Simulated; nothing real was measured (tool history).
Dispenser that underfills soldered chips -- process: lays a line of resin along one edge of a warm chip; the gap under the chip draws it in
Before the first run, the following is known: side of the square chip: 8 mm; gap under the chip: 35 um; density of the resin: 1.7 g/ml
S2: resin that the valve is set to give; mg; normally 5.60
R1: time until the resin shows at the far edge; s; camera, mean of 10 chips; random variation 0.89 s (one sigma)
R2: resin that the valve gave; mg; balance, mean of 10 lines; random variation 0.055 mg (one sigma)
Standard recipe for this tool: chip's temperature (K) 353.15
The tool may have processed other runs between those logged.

Run 1, hour 0.0: usual settings. Result: R1 110.9 s, R2 5.50 mg.
At hour 3.1: new syringe of resin.
Run 2, hour 4.3: usual settings. Result: R1 91.2 s, R2 5.54 mg.
Run 3, hour 10.4: usual settings. Result: R1 125.0 s, R2 5.31 mg.
At hour 11.1: new syringe of resin.
Run 4, hour 14.9: usual settings. Result: R1 108.6 s, R2 5.41 mg.
Run 5, hour 18.1: usual settings. Result: R1 124.8 s, R2 5.40 mg.
At hour 19.0: new syringe of resin.
Run 6, hour 24.0: usual settings. Result: R1 111.2 s, R2 5.34 mg.
At hour 27.1: new syringe of resin.
Run 7, hour 27.1: usual settings. Result: R1 90.9 s, R2 5.31 mg.
Run 8, hour 31.1: usual settings. Result: R1 105.7 s, R2 5.29 mg.
At hour 35.2: new syringe of resin.
Run 9, hour 36.3: usual settings but chip's temperature (K) 359.15. Result: R1 71.3 s, R2 5.22 mg.
Run 10, hour 39.2: usual settings but chip's temperature (K) 351.15. Result: R1 115.9 s, R2 5.30 mg.
At hour 43.5: new syringe of resin.
Run 11, hour 43.5: usual settings. Result: R1 89.2 s, R2 5.29 mg.
Run 12, hour 49.6: usual settings but S2 6.37 mg. Result: R1 115.6 s, R2 6.03 mg.
At hour 51.8: new syringe of resin.
Run 13, hour 52.9: usual settings but S2 6.37 mg. Result: R1 93.1 s, R2 5.97 mg.
Run 14, hour 56.0: usual settings but chip's temperature (K) 344.15. Result: R1 166.3 s, R2 5.37 mg.
At hour 59.7: new syringe of resin.
Run 15, hour 61.7: usual settings but chip's temperature (K) 344.15. Result: R1 150.5 s, R2 5.16 mg.
Run 16, hour 65.5: usual settings but chip's temperature (K) 344.15, S2 5.50 mg. Result: R1 182.6 s, R2 5.04 mg.
At hour 68.0: new syringe of resin.
Run 17, hour 72.2: usual settings. Result: R1 110.3 s, R2 5.15 mg.
At hour 76.1: new syringe of resin.
At hour 77.6: dispensing valve cleaned and set on the balance.
Run 18, hour 77.6: usual settings. Result: R1 90.8 s, R2 5.63 mg.
Run 19, hour 82.8: usual settings but chip's temperature (K) 357.15, S2 5.28 mg. Result: R1 98.1 s, R2 5.30 mg.
At hour 85.2: new syringe of resin.
Run 20, hour 89.2: usual settings but chip's temperature (K) 357.15, S2 5.28 mg. Result: R1 90.5 s, R2 5.26 mg.
At hour 93.2: new syringe of resin.
Run 21, hour 96.0: usual settings but chip's temperature (K) 341.15. Result: R1 178.9 s, R2 5.58 mg.
At hour 101.3: new syringe of resin.
Run 22, hour 102.3: usual settings but chip's temperature (K) 341.15, S2 6.56 mg. Result: R1 165.0 s, R2 6.44 mg.
Run 23, hour 105.3: usual settings but chip's temperature (K) 360.15, S2 5.56 mg. Result: R1 80.7 s, R2 5.53 mg.
At hour 109.4: new syringe of resin.
Run 24, hour 109.6: usual settings but chip's temperature (K) 346.15, S2 5.75 mg. Result: R1 123.7 s, R2 5.67 mg.
Run 25, hour 113.0: usual settings but chip's temperature (K) 346.15, S2 5.75 mg. Result: R1 146.6 s, R2 5.62 mg.
At hour 117.5: new syringe of resin.
Run 26, hour 118.2: usual settings but chip's temperature (K) 349.15, S2 5.23 mg. Result: R1 110.9 s, R2 5.08 mg.
Run 27, hour 124.6: usual settings but chip's temperature (K) 351.15, S2 4.92 mg. Result: R1 140.6 s, R2 4.82 mg.
At hour 125.5: new syringe of resin.
Run 28, hour 130.7: usual settings but chip's temperature (K) 351.15, S2 4.92 mg. Result: R1 132.6 s, R2 4.71 mg.
At hour 133.6: new syringe of resin.
Run 29, hour 134.6: usual settings but chip's temperature (K) 351.15, S2 5.32 mg. Result: R1 107.1 s, R2 5.10 mg.
Run 30, hour 137.6: usual settings but chip's temperature (K) 342.15, S2 6.80 mg. Result: R1 182.5 s, R2 6.50 mg.
Run 31, hour 140.4: usual settings but chip's temperature (K) 350.15, S2 5.76 mg. Result: R1 143.9 s, R2 5.53 mg.
At hour 141.8: new syringe of resin.
Run 32, hour 145.3: usual settings but chip's temperature (K) 359.15, S2 5.16 mg. Result: R1 83.5 s, R2 4.96 mg.
At hour 149.6: new syringe of resin.
Run 33, hour 150.5: usual settings but S2 5.47 mg. Result: R1 95.6 s, R2 5.18 mg.
Run 34, hour 153.5: usual settings but chip's temperature (K) 345.15, S2 6.25 mg. Result: R1 157.8 s, R2 5.92 mg.
At hour 157.8: new syringe of resin.
Run 35, hour 159.1: usual settings but chip's temperature (K) 345.15, S2 6.25 mg. Result: R1 139.6 s, R2 6.00 mg.

Here are 4 independent what-if runs from the current tool condition. What would each one return?
Run A, hour 164.1: usual settings but chip's temperature (K) 362.15. Result: R1 ?, R2 ?.
Run B, hour 164.1: usual settings but chip's temperature (K) 347.15, S2 5.54 mg. Result: R1 ?, R2 ?.
Run C, hour 164.1: usual settings but chip's temperature (K) 345.15, S2 5.25 mg. Result: R1 ?, R2 ?.
Run D, hour 164.1: usual settings but chip's temperature (K) 355.15, S2 6.09 mg. Result: R1 ?, R2 ?.

run     R1    R2
  A   81.8  5.26
  B  166.8  5.24
  C  182.1  4.96
  D  111.2  5.67
Without the tool's hidden state the same runs would have given:
run     R1    R2
  A   55.9  5.60
  B  113.3  5.57
  C  123.2  5.29
  D   76.3  6.04
